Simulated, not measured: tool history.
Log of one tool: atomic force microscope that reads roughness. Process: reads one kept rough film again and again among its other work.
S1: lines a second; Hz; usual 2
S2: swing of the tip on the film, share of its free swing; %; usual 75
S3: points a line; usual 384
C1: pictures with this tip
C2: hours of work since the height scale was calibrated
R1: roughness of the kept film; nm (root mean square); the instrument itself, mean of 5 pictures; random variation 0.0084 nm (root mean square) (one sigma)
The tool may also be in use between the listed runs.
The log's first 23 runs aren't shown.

At day 14.442: new tip fitted.
Run 24, day 14.629: usual settings but S1 1.05 Hz; C1 7; C2 84. Result: R1 1.986 nm (root mean square).
Run 25, day 15.238: usual settings but S1 3.02 Hz, S2 81 %, S3 672; C1 28; C2 93. Result: R1 1.587 nm (root mean square).
Run 26, day 15.954: usual settings but S1 0.63 Hz, S2 56 %, S3 481; C1 54; C2 104. Result: R1 2.097 nm (root mean square).
Run 27, day 16.504: usual settings but S1 0.63 Hz, S2 56 %, S3 481; C1 74; C2 113. Result: R1 2.098 nm (root mean square).
Run 28, day 17.275: usual settings but S1 0.63 Hz, S2 56 %, S3 481; C1 101; C2 125. Result: R1 2.069 nm (root mean square).
Run 29, day 18.129: usual settings but S1 2.51 Hz, S2 76 %, S3 264; C1 131; C2 138. Result: R1 1.693 nm (root mean square).
Run 30, day 18.742: usual settings but S1 3.25 Hz, S2 61 %, S3 264; C1 153; C2 147. Result: R1 1.828 nm (root mean square).
Run 31, day 19.371: usual settings but S2 70 %, S3 774; C1 176; C2 157. Result: R1 1.819 nm (root mean square).
Run 32, day 19.95: usual settings but S1 2.59 Hz, S2 69 %, S3 404; C1 197; C2 166. Result: R1 1.774 nm (root mean square).
Run 33, day 20.758: usual settings but S2 68 %; C1 225; C2 179. Result: R1 1.819 nm (root mean square).
At day 21.367: new tip fitted.
Run 34, day 21.408: usual settings but S1 0.72 Hz, S2 66 %, S3 806; C1 2; C2 188. Result: R1 2.102 nm (root mean square).

4 ways to go on from here, each from the tool as it stands after run 34. What would each give?
Run A, day 21.992: usual settings but S1 1.07 Hz; C1 23; C2 197. Result: R1 ?.
Run B, day 21.992: usual settings but S1 1.07 Hz, S2 66 %, S3 507; C1 23; C2 197. Result: R1 ?.
Run C, day 21.992: usual settings but S1 2.21 Hz, S2 89 %; C1 23; C2 197. Result: R1 ?.
Run D, day 21.992: usual settings but S1 0.72 Hz, S2 66 %, S3 543; C1 23; C2 197. Result: R1 ?.

run     R1
  A  1.992
  B  2.049
  C  1.575
  D  2.078
Without the tool's hidden state the same runs would have given:
run     R1
  A  2.005
  B  2.062
  C  1.585
  D  2.091
